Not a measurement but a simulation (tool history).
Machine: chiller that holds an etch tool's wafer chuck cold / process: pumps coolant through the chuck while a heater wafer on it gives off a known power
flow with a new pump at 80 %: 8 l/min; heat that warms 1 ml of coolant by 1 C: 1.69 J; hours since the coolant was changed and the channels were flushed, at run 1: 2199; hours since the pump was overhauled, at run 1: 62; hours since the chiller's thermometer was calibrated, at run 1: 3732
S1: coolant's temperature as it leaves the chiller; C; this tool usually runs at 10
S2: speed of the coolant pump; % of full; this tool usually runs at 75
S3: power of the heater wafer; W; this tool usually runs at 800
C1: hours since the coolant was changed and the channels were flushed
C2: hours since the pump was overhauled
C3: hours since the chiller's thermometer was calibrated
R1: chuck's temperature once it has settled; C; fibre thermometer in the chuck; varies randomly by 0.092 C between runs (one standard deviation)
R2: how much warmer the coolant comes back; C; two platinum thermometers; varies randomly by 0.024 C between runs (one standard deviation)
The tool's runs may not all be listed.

run   hour  S1  S2    S3    C1   C2    C3     R1    R2
  1    0.0  10  75   800  2199   62  3732  19.75  3.80
  2   33.5  10  75   800  2233   96  3766  19.94  3.80
  3   49.6   6  75   800  2249  112  3782  15.80  3.79
  4   67.0  10  75   800  2266  130  3800  19.79  3.78
  5   86.6  10  75   800  2286  149  3819  19.72  3.77
  6  119.4  10  75   800  2319  182  3852  19.77  3.75
     123.2  -- chiller's thermometer calibrated
  7  145.7   4  89  1169  2344  207    23  16.15  4.67
  8  165.2  10  66   800  2364  227    42  21.07  4.31
     185.9  -- chiller's thermometer calibrated, once more
  9  188.1  10  66   800  2386  249     2  20.60  4.30
 10  222.9   2  95  1161  2420  283    37  13.20  4.31
 11  239.5  12  75   620  2437  300    54  19.33  2.96

What if the next run were any one of these 4? Each begins from the tool's condition after run 11:
  A  264.0  19  75  532  2461  324  78   ?   ?
  B  264.0  18  75  937  2461  324  78   ?   ?
  C  264.0   8  83  800  2461  324  78   ?   ?
  D  264.0   7  75  923  2461  324  78   ?   ?

run     R1    R2
  A  25.35  2.52
  B  29.13  4.42
  C  16.70  3.43
  D  18.12  4.42
Stripped of hidden state, with their random variation kept, the same runs would have yielded:
run     R1    R2
  A  25.20  2.51
  B  28.83  4.42
  C  16.48  3.42
  D  17.82  4.41
